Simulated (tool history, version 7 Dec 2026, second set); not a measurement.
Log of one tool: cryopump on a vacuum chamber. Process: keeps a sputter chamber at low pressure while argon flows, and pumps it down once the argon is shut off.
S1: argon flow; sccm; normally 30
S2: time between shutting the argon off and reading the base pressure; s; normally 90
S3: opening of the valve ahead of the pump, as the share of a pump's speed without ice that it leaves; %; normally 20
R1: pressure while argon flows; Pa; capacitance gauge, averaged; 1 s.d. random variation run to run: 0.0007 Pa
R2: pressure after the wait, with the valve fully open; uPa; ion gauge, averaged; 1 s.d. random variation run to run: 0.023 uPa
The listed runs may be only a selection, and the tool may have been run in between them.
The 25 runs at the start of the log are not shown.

{"run": 26, "day": 71.217, "S1": 12, "S2": 26, "S3": 17, "R1": 0.0584, "R2": 3.65}
{"run": 27, "day": 74.8, "S1": 12, "S2": 26, "S3": 17, "R1": 0.0583, "R2": 3.64}
{"run": 28, "day": 77.25, "S1": 30, "S2": 26, "S3": 27, "R1": 0.0946, "R2": 3.67}
{"run": 29, "day": 81.117, "S1": 47, "S2": 90, "S3": 20, "R1": 0.1966, "R2": 2.27}
{"run": 30, "day": 85.025, "S1": 47, "S2": 90, "S3": 20, "R1": 0.1975, "R2": 2.26}
{"run": 31, "day": 87.167, "S1": 47, "S2": 117, "S3": 41, "R1": 0.0994, "R2": 2.18}
{"run": 32, "day": 90.846, "S1": 30, "S2": 255, "S3": 20, "R1": 0.1262, "R2": 1.87}
{"run": 33, "day": 94.3, "S1": 30, "S2": 78, "S3": 30, "R1": 0.086, "R2": 2.49}

What if the next run were any one of these 5? Each begins from the tool's condition after run 33:
{"day": 95.179, "done": "leaking fittings of the chamber tightened, without venting"}
{"run": "A", "day": 98.742, "S1": 30, "S2": 90, "S3": 24, "R1": "?", "R2": "?"}
{"day": 95.179, "done": "leaking fittings of the chamber tightened, without venting"}
{"run": "B", "day": 98.742, "S1": 30, "S2": 75, "S3": 20, "R1": "?", "R2": "?"}
{"day": 95.179, "done": "leaking fittings of the chamber tightened, without venting"}
{"run": "C", "day": 98.742, "S1": 38, "S2": 90, "S3": 20, "R1": "?", "R2": "?"}
{"day": 95.179, "done": "leaking fittings of the chamber tightened, without venting"}
{"run": "D", "day": 98.742, "S1": 22, "S2": 77, "S3": 52, "R1": "?", "R2": "?"}
{"day": 95.179, "done": "leaking fittings of the chamber tightened, without venting"}
{"run": "E", "day": 98.742, "S1": 27, "S2": 78, "S3": 36, "R1": "?", "R2": "?"}

run=A R1=0.1063 R2=0.80
run=B R1=0.1273 R2=0.93
run=C R1=0.1597 R2=0.83
run=D R1=0.0380 R2=0.95
run=E R1=0.0647 R2=0.92
The same runs, with their run-to-run variation unchanged, on a tool lacking any hidden condition would have given:
run=A R1=0.1020 R2=0.73
run=B R1=0.1230 R2=0.85
run=C R1=0.1542 R2=0.75
run=D R1=0.0348 R2=0.87
run=E R1=0.0608 R2=0.84
